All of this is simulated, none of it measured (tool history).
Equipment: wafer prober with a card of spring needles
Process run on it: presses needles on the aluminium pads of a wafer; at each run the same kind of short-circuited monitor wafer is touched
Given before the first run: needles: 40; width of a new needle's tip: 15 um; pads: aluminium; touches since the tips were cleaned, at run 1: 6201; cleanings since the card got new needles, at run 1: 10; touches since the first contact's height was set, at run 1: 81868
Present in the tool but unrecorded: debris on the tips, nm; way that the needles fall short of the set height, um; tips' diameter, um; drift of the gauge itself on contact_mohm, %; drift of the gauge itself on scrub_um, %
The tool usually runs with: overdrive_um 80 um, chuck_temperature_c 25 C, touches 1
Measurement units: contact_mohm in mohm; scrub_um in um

| run | hour | overdrive_um | chuck_temperature_c | touches | touches since the tips were cleaned | cleanings since the card got new needles | touches since the first contact's height was set | contact_mohm | scrub_um |
|---|---|---|---|---|---|---|---|---|---|
| 1 | 0 | 80 | 25 | 1 | 6201 | 10 | 81868 | 220 | 21.62 |
|  | 2.7 | tips cleaned on abrasive film |
|  | 16 | tips cleaned on abrasive film |
|  | 28.4 | tips cleaned on abrasive film |
|  | 41.5 | tips cleaned on abrasive film |
| 2 | 43 | 80 | 25 | 1 | 977 | 14 | 109552 | 221 | 21.72 |
|  | 53.2 | tips cleaned on abrasive film |
|  | 66.4 | tips cleaned on abrasive film |
| 3 | 67.6 | 80 | 25 | 1 | 737 | 16 | 125349 | 219 | 21.73 |
|  | 77.5 | tips cleaned on abrasive film |
|  | 89.2 | tips cleaned on abrasive film |
| 4 | 91.9 | 80 | 25 | 1 | 1723 | 18 | 141017 | 222 | 21.7 |
|  | 100 | tips cleaned on abrasive film |
|  | 113.3 | tips cleaned on abrasive film |
|  | 120.9 | height of the first contact set anew |
| 5 | 121.6 | 98 | 25 | 1 | 5163 | 20 | 442 | 218 | 26.65 |
|  | 124.3 | tips cleaned on abrasive film |
|  | 135 | tips cleaned on abrasive film |
|  | 148.3 | tips cleaned on abrasive film |
|  | 161.6 | tips cleaned on abrasive film |
| 6 | 163.6 | 98 | 25 | 1 | 1248 | 24 | 27433 | 217 | 26.64 |
|  | 174.2 | tips cleaned on abrasive film |
|  | 187.2 | tips cleaned on abrasive film |
| 7 | 188.8 | 67 | 25 | 1 | 1042 | 26 | 43722 | 224 | 18.27 |
|  | 198.9 | tips cleaned on abrasive film |
|  | 212.1 | tips cleaned on abrasive film |
| 8 | 213.5 | 80 | 25 | 1 | 895 | 28 | 59586 | 222 | 21.79 |
|  | 224 | tips cleaned on abrasive film |
| 9 | 233.2 | 80 | 25 | 1 | 5947 | 29 | 72330 | 221 | 21.82 |
|  | 235.9 | tips cleaned on abrasive film |
|  | 247.6 | tips cleaned on abrasive film |
|  | 258.3 | tips cleaned on abrasive film |
|  | 270.6 | tips cleaned on abrasive film |
| 10 | 273.2 | 80 | 25 | 1 | 1720 | 33 | 98058 | 221 | 21.84 |
|  | 281.3 | tips cleaned on abrasive film |
|  | 294.1 | tips cleaned on abrasive film |
| 11 | 299 | 80 | 25 | 2 | 3157 | 35 | 114668 | 222 | 21.88 |
|  | 306.9 | tips cleaned on abrasive film |
|  | 318.8 | tips cleaned on abrasive film |
|  | 332 | tips cleaned on abrasive film |
|  | 342.7 | tips cleaned on abrasive film |
| 12 | 347 | 88 | 25 | 2 | 2808 | 39 | 145585 | 221 | 24.11 |
|  | 355 | tips cleaned on abrasive film |
|  | 368.3 | tips cleaned on abrasive film |
|  | 368.6 | height of the first contact set anew |
|  | 381 | tips cleaned on abrasive film |
| 13 | 389.9 | 88 | 25 | 2 | 5816 | 42 | 13797 | 223 | 24.16 |
|  | 392.7 | tips cleaned on abrasive film |
|  | 405.7 | tips cleaned on abrasive film |
|  | 419 | tips cleaned on abrasive film |
| 14 | 421.7 | 88 | 25 | 2 | 1737 | 45 | 34233 | 222 | 24.1 |
|  | 432 | tips cleaned on abrasive film |
|  | 445.2 | tips cleaned on abrasive film |
| 15 | 450 | 78 | 48 | 1 | 3064 | 47 | 52458 | 229 | 21.37 |
|  | 458 | tips cleaned on abrasive film |
|  | 471.1 | tips cleaned on abrasive film |
|  | 483.2 | tips cleaned on abrasive film |
| 16 | 486 | 63 | 37 | 2 | 1809 | 50 | 75672 | 226 | 17.33 |
|  | 494 | tips cleaned on abrasive film |
|  | 506.7 | tips cleaned on abrasive film |
|  | 518.9 | tips cleaned on abrasive film |
| 17 | 527 | 81 | 65 | 2 | 5275 | 53 | 102133 | 227 | 22.31 |
|  | 529.8 | tips cleaned on abrasive film |
|  | 542.7 | tips cleaned on abrasive film |
|  | 555.3 | tips cleaned on abrasive film |
| 18 | 555.3 | 97 | 65 | 2 | 0 | 56 | 120301 | 228 | 26.71 |
|  | 568.4 | tips cleaned on abrasive film |
|  | 581.3 | tips cleaned on abrasive film |
|  | 593.7 | tips cleaned on abrasive film |
| 19 | 600.2 | 97 | 65 | 2 | 4255 | 59 | 149278 | 228 | 26.81 |
|  | 605.6 | tips cleaned on abrasive film |
|  | 615.4 | height of the first contact set anew |
|  | 618.2 | tips cleaned on abrasive film |
|  | 631.2 | tips cleaned on abrasive film |
|  | 643.2 | tips cleaned on abrasive film |
| 20 | 643.5 | 86 | 25 | 3 | 210 | 63 | 18018 | 220 | 23.74 |
|  | 654.2 | tips cleaned on abrasive film |
|  | 667.5 | tips cleaned on abrasive film |
|  | 680.8 | tips cleaned on abrasive film |
| 21 | 685.2 | 86 | 25 | 3 | 2844 | 66 | 44922 | 221 | 23.79 |
|  | 692.7 | tips cleaned on abrasive film |
|  | 705.4 | tips cleaned on abrasive film |
|  | 718.2 | tips cleaned on abrasive film |
| 22 | 720 | 92 | 35 | 1 | 1172 | 69 | 67345 | 218 | 25.44 |
|  | 730.1 | tips cleaned on abrasive film |
|  | 743.2 | tips cleaned on abrasive film |
| 23 | 753.4 | 92 | 35 | 1 | 6588 | 71 | 88871 | 220 | 25.48 |
|  | 755.8 | tips cleaned on abrasive film |
|  | 769.1 | tips cleaned on abrasive film |
|  | 782 | tips cleaned on abrasive film |
| 24 | 786.6 | 92 | 114 | 2 | 2943 | 74 | 110231 | 242 | 25.51 |
|  | 794.2 | tips cleaned on abrasive film |
|  | 806.8 | tips cleaned on abrasive film |
|  | 820.2 | tips cleaned on abrasive film |
| 25 | 828.8 | 92 | 114 | 2 | 5638 | 77 | 137482 | 240 | 25.61 |
|  | 831.6 | tips cleaned on abrasive film |
|  | 842.3 | tips cleaned on abrasive film |
| 26 | 850.1 | 66 | 41 | 1 | 5080 | 79 | 151151 | 229 | 18.34 |
|  | 855.2 | tips cleaned on abrasive film |
|  | 863 | height of the first contact set anew |
|  | 868.2 | tips cleaned on abrasive film |
|  | 880.7 | tips cleaned on abrasive film |
|  | 888.4 | gauge calibrated |
|  | 893.5 | tips cleaned on abrasive film |
| 27 | 896.1 | 66 | 41 | 1 | 1663 | 83 | 21259 | 226 | 17.88 |
|  | 905.5 | tips cleaned on abrasive film |
|  | 917.5 | tips cleaned on abrasive film |
| 28 | 919.8 | 66 | 41 | 1 | 1500 | 85 | 36559 | 224 | 17.84 |

Branching from run 28: 4 alternative next runs. What would each branch give?
|  | 930.5 | tips cleaned on abrasive film |
|  | 943.6 | tips cleaned on abrasive film |
|  | 956.2 | tips cleaned on abrasive film |
|  | 967.4 | tips cleaned on abrasive film |
| A | 967.4 | 61 | 42 | 2 | 0 | 89 | 67205 | ? | ? |
|  | 930.5 | tips cleaned on abrasive film |
|  | 943.6 | tips cleaned on abrasive film |
|  | 956.2 | tips cleaned on abrasive film |
|  | 967.4 | tips cleaned on abrasive film |
| B | 967.4 | 80 | 47 | 1 | 0 | 89 | 67205 | ? | ? |
|  | 930.5 | tips cleaned on abrasive film |
|  | 943.6 | tips cleaned on abrasive film |
|  | 956.2 | tips cleaned on abrasive film |
|  | 967.4 | tips cleaned on abrasive film |
| C | 967.4 | 89 | 84 | 1 | 0 | 89 | 67205 | ? | ? |
|  | 930.5 | tips cleaned on abrasive film |
|  | 943.6 | tips cleaned on abrasive film |
|  | 956.2 | tips cleaned on abrasive film |
|  | 967.4 | tips cleaned on abrasive film |
| D | 967.4 | 80 | 25 | 1 | 0 | 89 | 67205 | ? | ? |

| run | contact_mohm | scrub_um |
|---|---|---|
| A | 226 | 16.57 |
| B | 223 | 21.65 |
| C | 231 | 24.15 |
| D | 220 | 21.71 |
The same runs, with their run-to-run variation unchanged, on a tool lacking any hidden condition would have given:
| run | contact_mohm | scrub_um |
|---|---|---|
| A | 226 | 16.53 |
| B | 223 | 21.6 |
| C | 231 | 24.09 |
| D | 220 | 21.66 |

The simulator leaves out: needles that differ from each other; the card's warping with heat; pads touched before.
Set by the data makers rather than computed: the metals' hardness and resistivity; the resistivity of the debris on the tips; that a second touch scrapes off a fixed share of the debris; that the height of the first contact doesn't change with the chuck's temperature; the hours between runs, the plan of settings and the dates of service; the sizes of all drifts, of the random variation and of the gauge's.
